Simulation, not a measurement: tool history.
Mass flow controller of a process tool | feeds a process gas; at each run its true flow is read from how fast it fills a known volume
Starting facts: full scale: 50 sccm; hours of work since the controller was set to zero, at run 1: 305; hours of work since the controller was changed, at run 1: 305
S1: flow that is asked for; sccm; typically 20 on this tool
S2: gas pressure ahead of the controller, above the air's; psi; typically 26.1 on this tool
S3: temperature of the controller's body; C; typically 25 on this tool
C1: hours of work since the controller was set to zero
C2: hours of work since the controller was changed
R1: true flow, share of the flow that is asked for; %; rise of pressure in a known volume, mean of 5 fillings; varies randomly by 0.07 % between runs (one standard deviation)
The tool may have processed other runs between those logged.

run 1 day=0 | S1=20 S2=26.1 S3=25 | C1=305 C2=305 | R1=98.57
run 2 day=1.867 | S1=20 S2=26.1 S3=25 | C1=319 C2=319 | R1=98.51
run 3 day=4.996 | S1=20 S2=26.1 S3=25 | C1=343 C2=343 | R1=98.64
run 4 day=7.85 | S1=20 S2=26.1 S3=25 | C1=365 C2=365 | R1=98.55
run 5 day=11.746 | S1=20 S2=26.1 S3=25 | C1=394 C2=394 | R1=98.52
run 6 day=15.717 | S1=20 S2=26.1 S3=26 | C1=425 C2=425 | R1=98.62
run 7 day=20.05 | S1=20 S2=26.1 S3=25 | C1=458 C2=458 | R1=98.49
run 8 day=22.167 | S1=20 S2=26.1 S3=30 | C1=474 C2=474 | R1=98.31
run 9 day=25.867 | S1=20 S2=26.1 S3=30 | C1=502 C2=502 | R1=98.26
run 10 day=30.317 | S1=17 S2=26.1 S3=25 | C1=536 C2=536 | R1=98.39
run 11 day=33.254 | S1=20 S2=26.1 S3=25 | C1=559 C2=559 | R1=98.59
run 12 day=37.888 | S1=20 S2=26.1 S3=25 | C1=594 C2=594 | R1=98.57
run 13 day=40.879 | S1=20 S2=26.1 S3=25 | C1=617 C2=617 | R1=98.51
run 14 day=43.917 | S1=20 S2=26.1 S3=25 | C1=640 C2=640 | R1=98.53
run 15 day=47.117 | S1=37 S2=26.1 S3=25 | C1=664 C2=664 | R1=99.29
run 16 day=49.146 | S1=37 S2=26.1 S3=25 | C1=680 C2=680 | R1=99.08
run 17 day=51.696 | S1=37 S2=26.1 S3=25 | C1=699 C2=699 | R1=99.15
run 18 day=54.467 | S1=37 S2=26.1 S3=25 | C1=720 C2=720 | R1=99.15
run 19 day=58.175 | S1=20 S2=26.1 S3=30 | C1=749 C2=749 | R1=98.5
run 20 day=61.817 | S1=20 S2=26.1 S3=30 | C1=777 C2=777 | R1=98.41
run 21 day=65.438 | S1=6 S2=26.1 S3=25 | C1=804 C2=804 | R1=98.74
run 22 day=68.396 | S1=6 S2=26.1 S3=25 | C1=827 C2=827 | R1=98.77
run 23 day=72.571 | S1=6 S2=26.1 S3=25 | C1=859 C2=859 | R1=98.7
run 24 day=76.838 | S1=6 S2=26.1 S3=25 | C1=891 C2=891 | R1=98.83
run 25 day=79.079 | S1=6 S2=24.8 S3=25 | C1=908 C2=908 | R1=98.78
run 26 day=81.821 | S1=20 S2=21.2 S3=39 | C1=929 C2=929 | R1=98.13
run 27 day=85.588 | S1=25 S2=31.5 S3=25 | C1=958 C2=958 | R1=98.63
run 28 day=88.75 | S1=25 S2=31.5 S3=25 | C1=982 C2=982 | R1=98.81
run 29 day=90.788 | S1=25 S2=31.5 S3=25 | C1=998 C2=998 | R1=98.77
run 30 day=94.262 | S1=20 S2=37.3 S3=25 | C1=1024 C2=1024 | R1=98.62
run 31 day=98.038 | S1=20 S2=27 S3=25 | C1=1053 C2=1053 | R1=98.58
run 32 day=100.017 | S1=22 S2=21.6 S3=33 | C1=1068 C2=1068 | R1=98.24
run 33 day=104.379 | S1=22 S2=21.6 S3=33 | C1=1101 C2=1101 | R1=98.29
run 34 day=107.179 | S1=27 S2=20.6 S3=22 | C1=1123 C2=1123 | R1=98.72
run 35 day=110.417 | S1=27 S2=20.6 S3=22 | C1=1148 C2=1148 | R1=98.7
run 36 day=114.55 | S1=20 S2=28.6 S3=22 | C1=1179 C2=1179 | R1=98.63
run 37 day=118.942 | S1=46 S2=26 S3=27 | C1=1213 C2=1213 | R1=99.27
run 38 day=122.258 | S1=10 S2=35.8 S3=27 | C1=1238 C2=1238 | R1=98.69
run 39 day=124.179 | S1=7 S2=26.1 S3=25 | C1=1253 C2=1253 | R1=98.82
run 40 day=128.062 | S1=20 S2=37.1 S3=25 | C1=1282 C2=1282 | R1=98.52
run 41 day=131.104 | S1=20 S2=37.1 S3=33 | C1=1305 C2=1305 | R1=98.33
run 42 day=133.454 | S1=38 S2=24.2 S3=25 | C1=1323 C2=1323 | R1=98.98
run 43 day=136.746 | S1=13 S2=22.6 S3=25 | C1=1348 C2=1348 | R1=98.39
run 44 day=139.733 | S1=16 S2=21.6 S3=20 | C1=1371 C2=1371 | R1=98.43
run 45 day=143.208 | S1=39 S2=29.6 S3=20 | C1=1398 C2=1398 | R1=99.24
run 46 day=147.625 | S1=39 S2=29.6 S3=20 | C1=1431 C2=1431 | R1=99.26
run 47 day=151.129 | S1=20 S2=28.9 S3=25 | C1=1458 C2=1458 | R1=98.43
run 48 day=154.267 | S1=33 S2=32.8 S3=29 | C1=1482 C2=1482 | R1=98.7

Below, some changes in R1 between adjacent runs. For each, the amount present without the hidden state too (settings, incoming material, random variation) and the amount remaining for the hidden state with gauge scatter not shared by both compared results:
Hidden state at play: flow at rest that the sensor doesn't see, % of full scale; true flow over the shown one, %; drift of the gauge itself on true_pct, %.
Run 14 -> 15: S1 20 -> 37. R1 +0.76 %: hidden state -0.14, all else +0.9.
Run 20 -> 21: S1 20 -> 6, S3 30 -> 25. R1 +0.33 %: hidden state +0.78, all else -0.45.
Run 25 -> 26: S1 6 -> 20, S2 24.8 -> 21.2, S3 25 -> 39. R1 -0.65 %: hidden state -0.89, all else +0.24.
Run 39 -> 40: S1 7 -> 20, S2 26.1 -> 37.1. R1 -0.3 %: hidden state -0.93, all else +0.63.
Run 44 -> 45: S1 16 -> 39, S2 21.6 -> 29.6. R1 +0.81 %: hidden state -0.41, all else +1.22.
Run 46 -> 47: S1 39 -> 20, S2 29.6 -> 28.9, S3 20 -> 25. R1 -0.83 %: hidden state +0.26, all else -1.09.
